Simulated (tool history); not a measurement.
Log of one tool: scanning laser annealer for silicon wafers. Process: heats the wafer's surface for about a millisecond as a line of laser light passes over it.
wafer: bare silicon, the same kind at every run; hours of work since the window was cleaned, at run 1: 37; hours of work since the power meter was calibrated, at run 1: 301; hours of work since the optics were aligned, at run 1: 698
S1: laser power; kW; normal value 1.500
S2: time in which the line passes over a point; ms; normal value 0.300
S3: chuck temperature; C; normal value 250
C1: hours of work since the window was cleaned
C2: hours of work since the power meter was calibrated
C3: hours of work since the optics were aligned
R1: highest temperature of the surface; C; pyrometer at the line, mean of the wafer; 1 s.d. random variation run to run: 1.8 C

| run | hour | S1 | S2 | S3 | C1 | C2 | C3 | R1 |
|---|---|---|---|---|---|---|---|---|
| 1 | 0.0 | 1.500 | 0.300 | 250 | 37 | 301 | 698 | 992 |
| 2 | 13.3 | 1.500 | 0.300 | 250 | 44 | 308 | 706 | 990 |
| 3 | 21.5 | 1.500 | 0.300 | 250 | 49 | 313 | 711 | 991 |
| 4 | 32.7 | 1.500 | 0.300 | 271 | 56 | 320 | 717 | 1010 |
| 5 | 42.2 | 1.500 | 0.300 | 250 | 61 | 325 | 723 | 988 |
| 6 | 48.5 | 1.500 | 0.300 | 250 | 65 | 329 | 727 | 989 |
| 7 | 61.2 | 1.500 | 0.300 | 250 | 72 | 336 | 734 | 988 |
| 8 | 71.8 | 1.500 | 0.300 | 250 | 78 | 342 | 740 | 990 |
| 9 | 84.4 | 1.500 | 0.300 | 250 | 86 | 350 | 748 | 989 |
| 10 | 97.3 | 1.500 | 0.300 | 250 | 93 | 357 | 755 | 987 |
| 11 | 105.3 | 1.500 | 0.300 | 250 | 98 | 362 | 760 | 988 |
| 12 | 115.8 | 1.500 | 0.300 | 250 | 104 | 368 | 766 | 987 |
| 13 | 126.4 | 1.500 | 0.300 | 221 | 110 | 374 | 772 | 957 |
|  | 132.1 | optics aligned, line set to its width |
| 14 | 140.8 | 1.576 | 0.228 | 252 | 115 | 379 | 5 | 928 |
| 15 | 149.5 | 1.576 | 0.228 | 252 | 120 | 385 | 10 | 928 |
| 16 | 157.6 | 1.500 | 0.334 | 218 | 125 | 389 | 15 | 989 |
| 17 | 165.7 | 1.341 | 0.334 | 272 | 130 | 394 | 20 | 968 |
| 18 | 173.0 | 1.500 | 0.219 | 250 | 134 | 398 | 24 | 881 |
|  | 185.1 | optics aligned, line set to its width, once more |
| 19 | 188.7 | 1.616 | 0.300 | 215 | 140 | 404 | 2 | 1008 |
| 20 | 201.9 | 1.616 | 0.300 | 215 | 148 | 412 | 10 | 1005 |
| 21 | 215.0 | 1.349 | 0.300 | 274 | 156 | 420 | 17 | 941 |
| 22 | 221.3 | 1.349 | 0.300 | 274 | 159 | 423 | 21 | 942 |
| 23 | 227.3 | 1.376 | 0.300 | 234 | 163 | 427 | 25 | 912 |
| 24 | 236.2 | 1.299 | 0.300 | 231 | 168 | 432 | 30 | 877 |
| 25 | 242.5 | 1.299 | 0.300 | 231 | 172 | 436 | 33 | 875 |
| 26 | 250.7 | 1.584 | 0.300 | 225 | 176 | 440 | 38 | 999 |

Each row is a separate what-if for the run after 26, all from the same tool condition, not one after another. Results?
| A | 262.0 | 1.330 | 0.231 | 253 | 183 | 447 | 45 | ? |
| B | 262.0 | 1.281 | 0.241 | 289 | 183 | 447 | 45 | ? |
| C | 262.0 | 1.284 | 0.265 | 250 | 183 | 447 | 45 | ? |
| D | 262.0 | 1.402 | 0.224 | 225 | 183 | 447 | 45 | ? |
| E | 262.0 | 1.584 | 0.300 | 275 | 183 | 447 | 45 | ? |

| run | R1 |
|---|---|
| A | 835 |
| B | 861 |
| C | 849 |
| D | 824 |
| E | 1047 |
Stripped of hidden state, with their random variation kept, the same runs would have yielded:
| run | R1 |
|---|---|
| A | 845 |
| B | 872 |
| C | 860 |
| D | 835 |
| E | 1061 |
